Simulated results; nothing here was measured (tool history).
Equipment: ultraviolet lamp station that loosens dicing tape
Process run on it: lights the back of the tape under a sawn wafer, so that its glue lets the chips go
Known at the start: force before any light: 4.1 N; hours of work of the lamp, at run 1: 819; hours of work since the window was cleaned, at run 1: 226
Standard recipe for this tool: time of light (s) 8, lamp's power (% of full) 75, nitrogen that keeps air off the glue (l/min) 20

run,hour,time of light (s),lamp's power (% of full),nitrogen that keeps air off the glue (l/min),hours of work of the lamp,hours of work since the window was cleaned,force that peels the tape off (N),light that reached the tape (mJ/cm²)
1,0,8,75,20,819,226,1.006,278
2,40.1,8,75,20,848,255,1.078,268
# hour 63.9: window cleaned of glue's vapour
3,72,8,69,20,871,6,1.043,275
4,123.3,8,69,20,908,43,1.044,271
5,168.8,8,69,20,941,76,1.11,262
6,204.3,8,75,20,967,102,1.026,274
7,247.7,8,75,20,999,134,1.057,268
8,284.4,8,75,20,1026,161,1.046,266
9,334.4,8,75,20,1062,197,1.069,260
10,374.6,8,75,30,1091,226,0.95,253
11,415.5,8,75,11,1121,256,1.482,249
# hour 438.1: window cleaned of glue's vapour
12,470.5,8,75,20,1161,24,1.052,272
13,502.1,8,82,20,1184,47,0.961,289
14,528.3,8,82,20,1203,66,0.956,286
15,580.5,8,82,7,1241,104,1.653,278
16,619,8,73,20,1269,132,1.224,234
17,667.7,8,75,20,1305,167,1.239,244
18,703,8,75,20,1330,193,1.214,234
19,741.6,6,75,20,1358,221,1.674,173
20,794.8,6,75,20,1397,260,1.745,166
# hour 812.3: window cleaned of glue's vapour
21,824.8,6,75,20,1419,9,1.637,180
22,857.1,6,75,20,1442,33,1.747,182
23,897.8,6,75,20,1472,62,1.647,174
24,927,7,75,20,1493,84,1.493,201
25,981.2,7,75,20,1533,123,1.498,195
26,1014.8,5,75,10,1557,148,2.456,136
27,1064.5,11,83,19,1593,184,0.835,322
# hour 1115.5: lamp changed
28,1120,11,83,19,3,224,0.341,526
29,1151.7,15,75,18,26,247,0.263,636
# hour 1185.8: window cleaned of glue's vapour
30,1192.9,7,99,18,56,5,0.556,437
31,1248.1,10,99,18,96,45,0.291,606

Predict the results of run 32:
32,1273.2,4,69,8,115,64,?,?

Run 32 yielded force that peels the tape off (N) 2.265, light that reached the tape (mJ/cm²) 164.
Take away the tool's hidden state, keep the run-to-run variation as it was, and the same run would have given force that peels the tape off (N) 2.177, light that reached the tape (mJ/cm²) 176.
